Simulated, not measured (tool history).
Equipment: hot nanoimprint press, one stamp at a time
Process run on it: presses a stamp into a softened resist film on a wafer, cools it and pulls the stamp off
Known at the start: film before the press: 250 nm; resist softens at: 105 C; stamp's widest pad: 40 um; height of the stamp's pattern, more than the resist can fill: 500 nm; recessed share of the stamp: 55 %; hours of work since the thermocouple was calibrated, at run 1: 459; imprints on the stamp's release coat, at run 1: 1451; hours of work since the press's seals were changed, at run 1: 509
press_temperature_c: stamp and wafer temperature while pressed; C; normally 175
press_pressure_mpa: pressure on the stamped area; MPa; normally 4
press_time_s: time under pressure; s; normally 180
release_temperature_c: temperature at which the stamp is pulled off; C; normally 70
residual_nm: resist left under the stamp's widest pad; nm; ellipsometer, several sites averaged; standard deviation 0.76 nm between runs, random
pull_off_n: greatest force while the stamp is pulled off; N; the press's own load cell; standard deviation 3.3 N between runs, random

| run | hour | press_temperature_c | press_pressure_mpa | press_time_s | release_temperature_c | hours of work since the thermocouple was calibrated | imprints on the stamp's release coat | hours of work since the press's seals were changed | residual_nm | pull_off_n |
|---|---|---|---|---|---|---|---|---|---|---|
| 1 | 0 | 175 | 4 | 180 | 70 | 459 | 1451 | 509 | 107.1 | 199 |
| 2 | 19.4 | 175 | 4 | 180 | 70 | 470 | 1510 | 519 | 107.4 | 195 |
| 3 | 31.9 | 175 | 4 | 180 | 70 | 476 | 1548 | 526 | 106.7 | 199 |
| 4 | 43.7 | 175 | 4 | 180 | 70 | 483 | 1584 | 532 | 106.8 | 197 |
| 5 | 63.6 | 186 | 4 | 180 | 70 | 493 | 1645 | 543 | 65.9 | 197 |
|  | 70.4 | plate thermocouple calibrated |
| 6 | 85.1 | 176 | 4 | 180 | 70 | 8 | 1701 | 553 | 106.7 | 196 |
|  | 93.1 | stamp cleaned and given a new release coat |
| 7 | 104.4 | 176 | 4 | 180 | 70 | 15 | 34 | 560 | 108.2 | 169 |
| 8 | 122.6 | 176 | 4 | 180 | 70 | 25 | 90 | 570 | 107.9 | 172 |
| 9 | 132.4 | 176 | 4 | 180 | 70 | 30 | 120 | 575 | 108.5 | 176 |
| 10 | 151.9 | 176 | 4 | 180 | 70 | 40 | 179 | 585 | 108.9 | 182 |
| 11 | 169.3 | 180 | 5.17 | 149 | 68 | 50 | 232 | 595 | 87.4 | 170 |
|  | 175.8 | plate thermocouple calibrated, once more |
| 12 | 183.3 | 175 | 4 | 233 | 70 | 4 | 266 | 600 | 87.5 | 163 |
| 13 | 193 | 184 | 2.83 | 252 | 75 | 9 | 296 | 606 | 66.8 | 143 |
| 14 | 208.7 | 171 | 4.68 | 301 | 75 | 18 | 344 | 614 | 89 | 145 |
| 15 | 227.8 | 175 | 4 | 131 | 70 | 28 | 402 | 624 | 111 | 165 |
| 16 | 241.2 | 167 | 4 | 96 | 70 | 35 | 443 | 631 | 169.7 | 164 |
| 17 | 258.6 | 178 | 3.61 | 96 | 70 | 44 | 496 | 641 | 117.6 | 169 |
| 18 | 280.6 | 178 | 3.61 | 96 | 70 | 56 | 563 | 653 | 115.1 | 173 |
| 19 | 298.9 | 167 | 4.24 | 99 | 60 | 66 | 619 | 662 | 165.7 | 218 |

For each entry between runs, how does the tool's hidden state at the last listed run before it compare with that at the first listed run after it?
From run 5 to run 6: plate thermocouple calibrated (hour 70.4)
  true temperature over the reading, C: -2.06 -> -3.12; pressure that arrives at the usual setting, %: 96.24 -> 96.16; grip of the stamp's worn release coat, % over a new coat's: 19.1 -> 19.8
  measured minus no-state result, residual_nm: +6.8 -> +15.5 nm; pull_off_n: +39 -> +43 N
From run 6 to run 7: stamp cleaned and given a new release coat (hour 93.1)
  true temperature over the reading, C: -3.12 -> -3.15; pressure that arrives at the usual setting, %: 96.16 -> 96.11; grip of the stamp's worn release coat, % over a new coat's: 19.8 -> 0.4
  measured minus no-state result, residual_nm: +15.5 -> +15.8 nm; pull_off_n: +43 -> +11 N
From run 11 to run 12: plate thermocouple calibrated, once more (hour 175.8)
  true temperature over the reading, C: -3.3 -> 0.15; pressure that arrives at the usual setting, %: 95.86 -> 95.82; grip of the stamp's worn release coat, % over a new coat's: 2.6 -> 3
  measured minus no-state result, residual_nm: +14 -> +1.1 nm; pull_off_n: +15 -> +4 N
